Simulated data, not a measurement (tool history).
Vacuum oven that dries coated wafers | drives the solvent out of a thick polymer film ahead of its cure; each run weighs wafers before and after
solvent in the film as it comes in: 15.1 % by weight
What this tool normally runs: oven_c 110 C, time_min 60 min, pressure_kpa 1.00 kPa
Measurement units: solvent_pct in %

run,hour,oven_c,time_min,pressure_kpa,solvent_pct
1,0.0,110,60,1.00,1.76
2,26.3,110,60,1.00,1.67
3,48.5,110,60,1.00,1.66
4,68.0,110,60,3.20,2.32
5,81.7,110,60,3.20,2.30
6,96.9,110,60,3.20,2.27
7,121.4,110,60,3.20,2.30
8,132.9,110,60,3.20,2.35
9,155.9,110,60,1.36,1.75
10,170.9,110,60,1.36,1.84
11,181.9,110,60,1.36,1.82
12,200.5,110,60,1.00,1.72
13,218.0,110,60,1.00,1.76
14,236.1,110,60,1.00,1.69
# hour 239.4: vacuum gauge cleaned of residue and calibrated
15,249.4,110,60,1.00,1.73
16,272.3,97,108,1.28,2.21
17,292.5,118,60,1.00,0.83
18,305.6,115,91,1.05,0.54
19,326.9,110,41,1.00,3.16
20,340.3,112,45,1.00,2.41
# hour 352.0: vacuum gauge cleaned of residue and calibrated, once more
21,367.3,112,45,1.00,2.29
22,381.1,123,104,1.00,0.21
23,396.1,113,48,0.61,1.89
24,421.9,113,48,1.19,1.98
25,434.4,117,79,2.57,0.86
26,448.0,124,58,2.83,0.76

Here are 4 independent what-if runs from the current tool condition. What would each one return?
A,473.3,107,31,2.83,?
B,473.3,112,94,0.67,?
C,473.3,114,40,0.77,?
D,473.3,124,33,2.83,?

run,solvent_pct
A,5.32
B,0.48
C,2.41
D,1.82
Stripped of hidden state, with their random variation kept, the same runs would have yielded:
run,solvent_pct
A,5.08
B,0.41
C,2.22
D,1.67
